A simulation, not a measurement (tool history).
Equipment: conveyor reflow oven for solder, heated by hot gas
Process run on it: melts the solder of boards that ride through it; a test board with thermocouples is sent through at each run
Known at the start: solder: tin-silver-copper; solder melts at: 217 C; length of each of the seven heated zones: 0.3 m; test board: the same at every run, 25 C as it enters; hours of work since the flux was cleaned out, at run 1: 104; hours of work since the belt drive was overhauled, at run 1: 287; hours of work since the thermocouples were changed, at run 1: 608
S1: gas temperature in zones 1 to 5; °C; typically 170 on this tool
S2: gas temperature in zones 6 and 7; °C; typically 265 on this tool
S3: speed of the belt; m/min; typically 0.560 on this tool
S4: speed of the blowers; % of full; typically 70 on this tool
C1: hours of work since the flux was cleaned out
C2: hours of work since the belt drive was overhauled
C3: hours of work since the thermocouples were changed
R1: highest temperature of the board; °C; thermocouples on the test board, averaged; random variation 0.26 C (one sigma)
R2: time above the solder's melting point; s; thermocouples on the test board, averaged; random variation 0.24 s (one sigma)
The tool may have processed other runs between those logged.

Run 1, day 0.000: usual settings; C1 104; C2 287; C3 608. Result: R1 250.5 °C, R2 45.2 s.
Run 2, day 0.562: usual settings; C1 110; C2 292; C3 614. Result: R1 250.5 °C, R2 45.5 s.
Run 3, day 1.117: usual settings; C1 116; C2 298; C3 619. Result: R1 250.5 °C, R2 45.9 s.
Run 4, day 1.604: usual settings but S4 83 % of full; C1 121; C2 303; C3 624. Result: R1 253.0 °C, R2 47.6 s.
At day 1.829: belt drive overhauled, speed set with a stopwatch.
Run 5, day 2.167: usual settings but S4 83 % of full; C1 125; C2 3; C3 628. Result: R1 252.2 °C, R2 48.0 s.
Run 6, day 2.467: usual settings but S4 83 % of full; C1 128; C2 7; C3 631. Result: R1 252.7 °C, R2 47.7 s.
Run 7, day 2.825: usual settings but S4 83 % of full; C1 132; C2 10; C3 635. Result: R1 252.1 °C, R2 47.7 s.
At day 3.221: belt drive overhauled, speed set with a stopwatch, once more.
Run 8, day 3.671: usual settings but S4 83 % of full; C1 139; C2 5; C3 642. Result: R1 252.1 °C, R2 46.9 s.
Run 9, day 4.367: usual settings but S1 180 °C, S4 76 % of full; C1 146; C2 12; C3 649. Result: R1 253.0 °C, R2 50.4 s.
Run 10, day 5.033: usual settings but S1 180 °C, S4 57 % of full; C1 153; C2 19; C3 656. Result: R1 248.9 °C, R2 46.9 s.
Run 11, day 5.575: usual settings but S1 182 °C, S2 259 °C, S4 67 % of full; C1 159; C2 24; C3 662. Result: R1 245.9 °C, R2 46.6 s.
Run 12, day 6.100: usual settings but S1 183 °C, S2 259 °C, S4 54 % of full; C1 164; C2 30; C3 667. Result: R1 244.2 °C, R2 44.4 s.

Below are 4 alternative next runs, each starting from the tool's condition after run 12. Predict each:
Run A, day 6.625: usual settings but S1 183 °C, S2 259 °C, S3 0.536 m/min, S4 54 % of full; C1 169; C2 35; C3 673. Result: R1 ?, R2 ?.
Run B, day 6.625: usual settings but S1 183 °C, S2 272 °C, S4 54 % of full; C1 169; C2 35; C3 673. Result: R1 ?, R2 ?.
Run C, day 6.625: usual settings but S1 177 °C, S2 259 °C, S4 54 % of full; C1 169; C2 35; C3 673. Result: R1 ?, R2 ?.
Run D, day 6.625: usual settings but S1 183 °C, S2 259 °C, S3 0.661 m/min; C1 169; C2 35; C3 673. Result: R1 ?, R2 ?.

run     R1    R2
  A  245.3  47.4
  B  254.2  50.9
  C  242.7  41.2
  D  241.8  35.7
Without the tool's unlogged condition, the same runs would have read:
run     R1    R2
  A  244.1  46.9
  B  253.3  50.7
  C  241.7  40.8
  D  241.1  35.7
